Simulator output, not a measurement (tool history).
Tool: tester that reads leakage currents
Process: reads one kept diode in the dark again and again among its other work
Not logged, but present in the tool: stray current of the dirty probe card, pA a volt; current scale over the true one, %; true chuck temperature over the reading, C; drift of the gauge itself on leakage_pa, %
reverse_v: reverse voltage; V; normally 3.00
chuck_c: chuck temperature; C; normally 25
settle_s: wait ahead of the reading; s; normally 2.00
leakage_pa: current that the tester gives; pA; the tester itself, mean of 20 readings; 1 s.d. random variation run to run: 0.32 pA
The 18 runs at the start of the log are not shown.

run     day  reverse_v  chuck_c  settle_s  hours of work since the probe card was cleaned  hours of work since the tester was calibrated  hours of work since the chuck was calibrated  leakage_pa
 19  36.792       3.00       25      2.00                                             237                                           1159                                           711       98.66
 20  39.142       1.22       25      2.00                                             270                                           1192                                           744       58.01
 21  41.267      13.37       45      2.00                                             300                                           1222                                           774     1466.31
 22  43.729      13.37       43      7.24                                             335                                           1257                                           809     1233.38
 23  45.062       4.31       25      3.51                                             354                                           1276                                           828      121.10
 24  46.512       4.80       25      2.00                                             374                                           1296                                           848      128.69
 25  47.654       3.80       22      4.90                                             390                                           1312                                           865       83.11
 26  50.108       1.78       41      7.00                                             425                                           1347                                           899      315.14
 27  51.300       2.38       41      7.00                                             442                                           1364                                           916      371.27
 28  52.779       2.23       51      0.81                                             463                                           1385                                           937      839.57
 29  53.933       1.33       35      6.09                                             479                                           1401                                           953      153.09
 30  55.679       1.33       35      6.09                                             504                                           1426                                           978      152.77
 31  57.892       1.33       35      6.09                                             535                                           1457                                          1009      151.39
 32  59.229       1.33       35      6.09                                             554                                           1476                                          1028      152.43
 33  61.754       3.00       50      4.14                                             590                                           1512                                          1064      912.84
 34  64.250       1.03       59      0.39                                             625                                           1547                                          1099     1009.63
 35  66.167       1.03       59      0.39                                             652                                           1574                                          1126     1013.01
 36  68.525       1.81       37      1.59                                             686                                           1608                                          1160      217.40
 37  70.167       1.81       37      1.59                                             709                                           1631                                          1183      215.82
 38  71.442       1.20       47      1.27                                             727                                           1649                                          1201      407.65
 39  72.992       9.31       30      4.29                                             749                                           1671                                          1223      295.79

What if the next run were any one of these 5? Each begins from the tool's condition after run 39:
  A  74.688      18.30       56      8.44                                             773                                           1695                                          1247           ?
  B  74.688       9.31       49      4.29                                             773                                           1695                                          1247           ?
  C  74.688       2.09       26      8.68                                             773                                           1695                                          1247           ?
  D  74.688       1.48       27      8.81                                             773                                           1695                                          1247           ?
  E  74.688       2.71       21      2.00                                             773                                           1695                                          1247           ?

run  leakage_pa
  A     4231.57
  B     1593.99
  C       83.12
  D       74.67
  E       60.20
Had the tool no hidden state, the same runs would have come out as:
run  leakage_pa
  A     4752.06
  B     1798.00
  C       94.39
  D       85.05
  E       67.63
